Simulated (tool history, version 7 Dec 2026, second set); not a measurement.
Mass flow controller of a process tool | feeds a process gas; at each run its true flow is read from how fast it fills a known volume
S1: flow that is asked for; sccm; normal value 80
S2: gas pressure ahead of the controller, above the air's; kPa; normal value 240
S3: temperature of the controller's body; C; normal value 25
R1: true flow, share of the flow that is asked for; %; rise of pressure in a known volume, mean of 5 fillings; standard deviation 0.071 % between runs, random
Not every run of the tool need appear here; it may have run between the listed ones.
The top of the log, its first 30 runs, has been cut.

run 31 hour=11003.5 | S1=80 S2=262 S3=25 | R1=98.25
run 32 hour=11218.5 | S1=80 S2=143 S3=28 | R1=97.77
run 33 hour=11675.8 | S1=80 S2=240 S3=20 | R1=97.23
run 34 hour=12107.7 | S1=13 S2=162 S3=38 | R1=100.55
run 35 hour=12499.9 | S1=13 S2=222 S3=35 | R1=100.54
run 36 hour=12793.4 | S1=11 S2=240 S3=27 | R1=100.5
run 37 hour=13193.6 | S1=11 S2=240 S3=27 | R1=100.3
run 38 hour=13664.3 | S1=11 S2=240 S3=27 | R1=100.38
run 39 hour=14061.3 | S1=80 S2=212 S3=26 | R1=97.07
-- hour=14127.2 controller's zero set anew
run 40 hour=14494 | S1=80 S2=212 S3=26 | R1=96.27
run 41 hour=14966.7 | S1=80 S2=255 S3=27 | R1=96.38
run 42 hour=15281.7 | S1=80 S2=255 S3=27 | R1=96.23
run 43 hour=15660.4 | S1=80 S2=269 S3=27 | R1=96.18
run 44 hour=15950.4 | S1=12 S2=256 S3=35 | R1=97.02

What will run 45 give?
run 45 hour=16252.5 | S1=12 S2=148 S3=28 | R1=?

R1: 95.76 %
If the tool had no hidden condition, the same run with the same run-to-run variation would have returned R1 98.67 %.
